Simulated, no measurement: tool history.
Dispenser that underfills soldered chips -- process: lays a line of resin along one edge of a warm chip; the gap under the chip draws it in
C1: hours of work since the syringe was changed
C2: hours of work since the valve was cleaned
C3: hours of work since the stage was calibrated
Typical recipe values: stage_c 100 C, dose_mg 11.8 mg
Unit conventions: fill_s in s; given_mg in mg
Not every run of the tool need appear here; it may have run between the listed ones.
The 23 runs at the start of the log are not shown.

At hour 240.2: new syringe of resin.
Run 24, hour 246.6: usual settings but dose_mg 12.5 mg; C1 5; C2 61; C3 391. Result: fill_s 61.3 s, given_mg 11.78 mg.
At hour 253.5: new syringe of resin.
Run 25, hour 254.9: usual settings but stage_c 85 C, dose_mg 11.1 mg; C1 1; C2 67; C3 397. Result: fill_s 97.8 s, given_mg 10.28 mg.
Run 26, hour 263.1: usual settings but stage_c 107 C, dose_mg 11.7 mg; C1 7; C2 73; C3 403. Result: fill_s 51.7 s, given_mg 10.77 mg.
At hour 266.2: new syringe of resin.
Run 27, hour 275.5: usual settings but stage_c 87 C, dose_mg 10.5 mg; C1 7; C2 83; C3 412. Result: fill_s 116.6 s, given_mg 9.66 mg.
At hour 278.8: new syringe of resin.
Run 28, hour 287.2: usual settings but stage_c 106 C, dose_mg 15.1 mg; C1 6; C2 91; C3 421. Result: fill_s 50.5 s, given_mg 13.85 mg.
At hour 291.5: new syringe of resin.
Run 29, hour 294.5: usual settings but stage_c 106 C, dose_mg 15.1 mg; C1 2; C2 97; C3 426. Result: fill_s 44.8 s, given_mg 13.61 mg.
At hour 305: new syringe of resin.
Run 30, hour 307.6: usual settings but stage_c 106 C, dose_mg 15.1 mg; C1 2; C2 106; C3 436. Result: fill_s 43.9 s, given_mg 13.51 mg.
At hour 312.6: dispensing valve cleaned and set on the balance.
Run 31, hour 315.2: usual settings but stage_c 99 C, dose_mg 12.7 mg; C1 7; C2 2; C3 441. Result: fill_s 66.6 s, given_mg 12.63 mg.
At hour 318.7: new syringe of resin.
Run 32, hour 327.6: usual settings but stage_c 95 C, dose_mg 12.7 mg; C1 7; C2 11; C3 450. Result: fill_s 77.7 s, given_mg 12.5 mg.
At hour 332: new syringe of resin.
Run 33, hour 334.8: usual settings but stage_c 96 C, dose_mg 11.2 mg; C1 2; C2 16; C3 455. Result: fill_s 65.2 s, given_mg 11.11 mg.
Run 34, hour 340.6: usual settings but stage_c 99 C, dose_mg 14.8 mg; C1 7; C2 21; C3 460. Result: fill_s 62.7 s, given_mg 14.47 mg.

Branching from run 34: 4 alternative next runs. What would each branch give?
At hour 344.9: new syringe of resin.
Run A, hour 346.8: usual settings but stage_c 96 C, dose_mg 14.8 mg; C1 1; C2 25; C3 464. Result: fill_s ?, given_mg ?.
At hour 344.9: new syringe of resin.
Run B, hour 346.8: usual settings but stage_c 91 C, dose_mg 15.1 mg; C1 1; C2 25; C3 464. Result: fill_s ?, given_mg ?.
At hour 344.9: new syringe of resin.
Run C, hour 346.8: usual settings but dose_mg 10.1 mg; C1 1; C2 25; C3 464. Result: fill_s ?, given_mg ?.
At hour 344.9: new syringe of resin.
Run D, hour 346.8: usual settings but stage_c 107 C, dose_mg 12.2 mg; C1 1; C2 25; C3 464. Result: fill_s ?, given_mg ?.

run  fill_s  given_mg
  A    61.3     14.39
  B    73.5     14.69
  C    56.4      9.84
  D    42.1     11.88
Without the tool's hidden state the same runs would have given:
run  fill_s  given_mg
  A    54.5     14.76
  B    65.2     15.07
  C    49.8     10.09
  D    37.5     12.19
